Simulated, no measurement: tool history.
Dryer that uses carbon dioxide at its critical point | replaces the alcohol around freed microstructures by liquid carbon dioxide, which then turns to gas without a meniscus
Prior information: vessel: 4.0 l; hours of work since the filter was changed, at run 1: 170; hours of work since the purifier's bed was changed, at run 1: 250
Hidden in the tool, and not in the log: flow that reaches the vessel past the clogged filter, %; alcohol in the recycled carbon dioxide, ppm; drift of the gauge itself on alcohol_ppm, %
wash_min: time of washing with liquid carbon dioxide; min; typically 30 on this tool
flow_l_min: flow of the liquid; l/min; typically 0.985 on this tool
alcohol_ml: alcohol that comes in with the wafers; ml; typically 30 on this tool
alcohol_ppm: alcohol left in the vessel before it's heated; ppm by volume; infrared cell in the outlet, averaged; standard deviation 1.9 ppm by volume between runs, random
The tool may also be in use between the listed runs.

run   hour  wash_min  flow_l_min  alcohol_ml  hours of work since the filter was changed  hours of work since the purifier's bed was changed  alcohol_ppm
  1      0        30       0.985          30                                         170                                                 250           53
  2     11        42       0.985          30                                         175                                                 255           21
  3     22        47       0.985          30                                         181                                                 261           16
  4   37.4        47       0.985          53                                         189                                                 268           23
  5   49.6        19       0.985          30                                         195                                                 275          279
  6     58        19       0.985          30                                         199                                                 279          279
  7   67.2        29       0.985          30                                         204                                                 283           64
  8   79.6        30       0.879          30                                         210                                                 290           85
  9   87.9        30       0.879          30                                         214                                                 294           83
 10  102.1        30       0.879          30                                         221                                                 301           84
 11  114.9        30       0.985          30                                         227                                                 307           56
 12  125.1        30       0.985          30                                         233                                                 312           55
 13  134.9        30       0.985          30                                         237                                                 317           60
 14  149.8        30       0.985          30                                         245                                                 325           59
 15  157.9        30       0.985          30                                         249                                                 329           59
 16  165.8        30       0.985          30                                         253                                                 333           59
     173.3  -- inlet filter changed
 17  180.5        30       1.048          30                                           4                                                 340           43
 18  194.5        34       1.048          30                                          11                                                 347           30
 19  205.8        30       0.678          30                                          16                                                 352          185
 20  215.2        30       0.678          30                                          21                                                 357          179
 21  228.9        30       0.985          30                                          28                                                 364           54
 22  241.4        43       0.985          31                                          34                                                 370           28
 23  250.8        43       0.985          31                                          39                                                 375           25
 24  260.5        43       0.985          31                                          44                                                 380           26

Forecast run 25:
 25  272.2        43       0.985          58                                          50                                                 386            ?

For run 25 the tool returned alcohol_ppm 31 ppm by volume.
Take away the tool's hidden state, keep the run-to-run variation as it was, and the same run would have given alcohol_ppm 12 ppm by volume.

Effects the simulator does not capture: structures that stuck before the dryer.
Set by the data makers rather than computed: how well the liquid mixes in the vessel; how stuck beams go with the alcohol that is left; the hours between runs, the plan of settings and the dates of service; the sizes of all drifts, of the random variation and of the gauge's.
